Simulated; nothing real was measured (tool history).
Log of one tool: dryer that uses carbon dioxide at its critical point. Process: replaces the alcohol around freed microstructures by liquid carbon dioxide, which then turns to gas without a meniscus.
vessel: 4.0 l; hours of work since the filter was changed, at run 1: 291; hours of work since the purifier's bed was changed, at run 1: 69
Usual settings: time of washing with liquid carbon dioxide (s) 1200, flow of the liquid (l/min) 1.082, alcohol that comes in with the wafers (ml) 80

run,day,time of washing with liquid carbon dioxide (s),flow of the liquid (l/min),alcohol that comes in with the wafers (ml),hours of work since the filter was changed,hours of work since the purifier's bed was changed,alcohol left in the vessel before it's heated (ppm by volume)
1,0.000,1200,1.082,80,291,69,391
2,0.467,1200,1.082,80,294,72,392
3,0.775,1200,1.082,80,297,75,409
4,1.108,1200,1.082,80,299,77,400
5,1.304,1200,1.082,80,301,79,404
6,1.733,1200,1.082,80,304,82,398
7,2.038,1200,1.082,80,306,85,395
8,2.333,1200,1.180,80,309,87,303
9,2.788,1200,1.740,80,312,90,75
10,3.271,1200,1.740,80,316,94,66
11,3.688,1200,1.740,80,319,97,76
12,3.996,1200,1.740,80,322,100,72
13,4.292,1860,1.760,82,324,102,31
14,4.608,1200,1.082,97,327,105,504
15,4.979,1200,1.082,97,329,108,517
16,5.288,1380,1.090,108,332,110,313
17,5.542,1380,1.090,108,334,112,336
18,5.796,1380,1.090,108,336,114,324

4 ways to go on from here, each from the tool as it stands after run 18. What would each give?
A,6.262,1140,1.190,82,339,118,?
B,6.262,1080,0.760,34,339,118,?
C,6.262,1020,1.082,80,339,118,?
D,6.262,900,0.770,40,339,118,?

run,alcohol left in the vessel before it's heated (ppm by volume)
A,385
B,727
C,736
D,1244
Without the tool's hidden state the same runs would have given:
run,alcohol left in the vessel before it's heated (ppm by volume)
A,207
B,498
C,453
D,918
